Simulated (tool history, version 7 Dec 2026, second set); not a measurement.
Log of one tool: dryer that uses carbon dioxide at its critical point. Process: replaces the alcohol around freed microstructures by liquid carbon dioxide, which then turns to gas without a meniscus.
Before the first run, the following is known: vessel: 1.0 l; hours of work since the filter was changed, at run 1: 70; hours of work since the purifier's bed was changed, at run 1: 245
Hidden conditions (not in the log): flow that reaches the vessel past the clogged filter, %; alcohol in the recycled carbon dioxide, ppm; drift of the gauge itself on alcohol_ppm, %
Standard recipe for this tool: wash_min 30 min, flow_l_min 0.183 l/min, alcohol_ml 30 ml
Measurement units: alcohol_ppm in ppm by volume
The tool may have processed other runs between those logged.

run,hour,wash_min,flow_l_min,alcohol_ml,hours of work since the filter was changed,hours of work since the purifier's bed was changed,alcohol_ppm
1,0.0,30,0.183,30,70,245,317
2,9.5,30,0.183,30,75,249,316
3,19.1,30,0.183,30,80,254,320
4,26.1,30,0.183,30,83,257,329
5,39.2,30,0.183,30,90,264,329
6,46.0,30,0.183,40,93,267,437
7,55.8,30,0.183,40,98,272,452
8,64.3,24,0.183,30,102,276,803
9,72.1,19,0.183,30,106,280,1761
10,86.2,19,0.183,30,112,287,1801
11,96.0,19,0.183,30,117,292,1806
12,102.8,19,0.183,30,121,295,1833
13,112.7,19,0.183,30,125,300,1887
14,124.4,19,0.183,30,131,305,1915
15,136.8,19,0.183,30,137,311,1929
16,144.2,30,0.118,30,141,315,1898
17,153.3,31,0.183,30,145,320,374
18,166.9,31,0.183,30,152,326,392
19,176.5,31,0.183,30,157,331,392
20,189.2,31,0.183,30,163,337,383
21,201.5,31,0.183,30,169,343,401
22,215.1,31,0.183,30,175,350,418
23,223.0,31,0.183,30,179,354,411
24,236.0,31,0.183,30,186,360,426
25,243.3,20,0.203,25,189,363,1166
26,255.3,20,0.203,25,195,369,1192
# hour 266.4: inlet filter changed
27,269.3,20,0.225,69,1,376,1246
28,275.1,24,0.183,96,4,378,1976
29,282.8,44,0.194,29,8,382,34
30,290.8,24,0.267,78,12,386,279
31,300.0,20,0.167,40,16,391,2138
32,313.6,27,0.141,61,23,397,2249
33,324.1,37,0.183,22,28,402,86
34,337.5,30,0.183,77,35,409,698
35,347.8,42,0.131,29,40,414,286
36,353.5,42,0.131,29,43,417,298
37,361.2,31,0.183,83,46,421,691
38,372.0,39,0.208,30,52,426,53
39,383.2,39,0.208,92,57,431,98
40,395.9,45,0.160,37,63,438,110

What will run 41 give?
41,402.7,19,0.183,30,67,441,?

Run 41 produced alcohol_ppm 1618 ppm by volume.
The same run, on a tool lacking any hidden state, would have yielded alcohol_ppm 1323 ppm by volume.
